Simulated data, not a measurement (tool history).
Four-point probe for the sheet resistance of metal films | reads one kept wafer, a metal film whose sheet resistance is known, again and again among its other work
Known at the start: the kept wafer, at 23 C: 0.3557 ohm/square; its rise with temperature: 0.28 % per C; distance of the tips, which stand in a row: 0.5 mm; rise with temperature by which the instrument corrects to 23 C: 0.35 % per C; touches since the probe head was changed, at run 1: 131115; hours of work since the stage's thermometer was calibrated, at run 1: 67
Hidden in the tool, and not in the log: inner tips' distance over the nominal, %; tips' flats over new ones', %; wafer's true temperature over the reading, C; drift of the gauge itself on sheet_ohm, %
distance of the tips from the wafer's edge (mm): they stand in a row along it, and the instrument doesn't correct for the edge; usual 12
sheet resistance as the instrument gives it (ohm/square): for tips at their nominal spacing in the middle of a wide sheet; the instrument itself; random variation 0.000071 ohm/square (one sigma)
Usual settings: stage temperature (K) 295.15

| run | hour | stage temperature (K) | distance of the tips from the wafer's edge (mm) | touches since the probe head was changed | hours of work since the stage's thermometer was calibrated | sheet resistance as the instrument gives it (ohm/square) |
|---|---|---|---|---|---|---|
| 1 | 0 | 295.15 | 12 | 131115 | 67 | 0.359193 |
| 2 | 74 | 295.15 | 12 | 133421 | 101 | 0.359082 |
| 3 | 208.6 | 295.15 | 12 | 137610 | 165 | 0.359479 |
| 4 | 301.6 | 295.15 | 5 | 140506 | 209 | 0.361107 |
| 5 | 416.5 | 295.15 | 5 | 144086 | 263 | 0.361222 |
| 6 | 476.9 | 295.15 | 5 | 145964 | 291 | 0.361347 |
| 7 | 611.4 | 295.15 | 6 | 150153 | 354 | 0.36103 |
| 8 | 676.9 | 292.15 | 6 | 152193 | 385 | 0.36181 |
| 9 | 744.2 | 295.15 | 12 | 154290 | 417 | 0.35996 |
| 10 | 858 | 295.15 | 12 | 157831 | 471 | 0.360167 |
| 11 | 956.9 | 295.15 | 12 | 160913 | 517 | 0.360307 |
|  | 1067.9 | new probe head fitted |
| 12 | 1079.9 | 295.15 | 12 | 374 | 575 | 0.35642 |
| 13 | 1189.9 | 306.15 | 16 | 3799 | 626 | 0.353732 |
| 14 | 1252.1 | 303.15 | 16 | 5737 | 656 | 0.354433 |
| 15 | 1344 | 307.15 | 16 | 8598 | 699 | 0.353771 |
| 16 | 1423.6 | 307.15 | 16 | 11076 | 736 | 0.353732 |
| 17 | 1550.8 | 292.15 | 22 | 15036 | 796 | 0.357291 |
|  | 1558.8 | stage's thermometer calibrated |
| 18 | 1676.7 | 294.15 | 16 | 18944 | 56 | 0.35709 |
| 19 | 1816.9 | 301.15 | 11 | 23310 | 122 | 0.355797 |
| 20 | 1962.3 | 299.15 | 11 | 27835 | 190 | 0.356524 |
| 21 | 2094.2 | 299.15 | 10 | 31944 | 252 | 0.356768 |
| 22 | 2212.2 | 299.15 | 10 | 35617 | 308 | 0.356923 |
| 23 | 2326.6 | 294.15 | 34 | 39180 | 361 | 0.357815 |
|  | 2404.7 | stage's thermometer calibrated, once more |
| 24 | 2423.7 | 294.15 | 15 | 42189 | 9 | 0.357592 |

Forecast each of these 4 alternatives for the next run:
| A | 2521.3 | 291.15 | 6 | 45227 | 55 | ? |
| B | 2521.3 | 300.15 | 45 | 45227 | 55 | ? |
| C | 2521.3 | 292.15 | 6 | 45227 | 55 | ? |
| D | 2521.3 | 295.15 | 16 | 45227 | 55 | ? |

| run | sheet resistance as the instrument gives it (ohm/square) |
|---|---|
| A | 0.359537 |
| B | 0.356029 |
| C | 0.359412 |
| D | 0.357524 |
Without the tool's hidden state the same runs would have given:
| run | sheet resistance as the instrument gives it (ohm/square) |
|---|---|
| A | 0.358172 |
| B | 0.354675 |
| C | 0.358048 |
| D | 0.356166 |
